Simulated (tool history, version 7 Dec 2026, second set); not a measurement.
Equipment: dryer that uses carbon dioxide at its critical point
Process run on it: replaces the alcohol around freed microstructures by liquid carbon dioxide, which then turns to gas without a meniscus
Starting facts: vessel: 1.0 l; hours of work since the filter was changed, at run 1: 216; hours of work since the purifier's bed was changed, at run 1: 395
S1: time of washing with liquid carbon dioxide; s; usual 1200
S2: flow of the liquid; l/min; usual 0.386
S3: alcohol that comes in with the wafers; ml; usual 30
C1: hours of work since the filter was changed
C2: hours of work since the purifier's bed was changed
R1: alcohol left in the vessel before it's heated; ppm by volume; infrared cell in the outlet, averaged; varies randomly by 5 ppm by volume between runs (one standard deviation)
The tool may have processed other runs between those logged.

run     day    S1     S2   S3   C1   C2    R1
  1   0.000  1200  0.386   30  216  395   159
  2   1.054  1200  0.481   30  234  413   128
  3   2.158  1200  0.481   30  253  432   121
  4   2.867  1200  0.481   30  265  444   145
  5   3.729  1200  0.407   30  280  459   171
  6   4.521  1200  0.407   30  293  472   173
  7   5.079  1200  0.407   30  303  482   173
      5.529  -- inlet filter changed
  8   6.117  1200  0.407   30   10  499   151
  9   6.892  1200  0.407   30   23  512   166
 10   7.417  1200  0.353  103   32  521   318
 11   8.129  1200  0.353  103   44  533   321
 12   9.196  1200  0.353  103   63  552   322
 13  10.225  1200  0.353  103   80  569   347
 14  11.104  1200  0.353  103   95  584   361
 15  12.212   780  0.353  103  114  603  1981
 16  13.367  1860  0.353   21  134  623   176
 17  14.533   840  0.469   34  154  643   292
 18  15.588  1560  0.249   30  172  661   279

What if the next run were any one of these 3? Each begins from the tool's condition after run 18:
  A  16.112  1560  0.581   26  181  670   ?
  B  16.112  1560  0.249  109  181  670   ?
  C  16.112  1140  0.585   48  181  670   ?

run   R1
  A  188
  B  545
  C  197
With the hidden condition removed and each run's random variation left untouched, the same runs would have given:
run   R1
  A   11
  B  268
  C    9

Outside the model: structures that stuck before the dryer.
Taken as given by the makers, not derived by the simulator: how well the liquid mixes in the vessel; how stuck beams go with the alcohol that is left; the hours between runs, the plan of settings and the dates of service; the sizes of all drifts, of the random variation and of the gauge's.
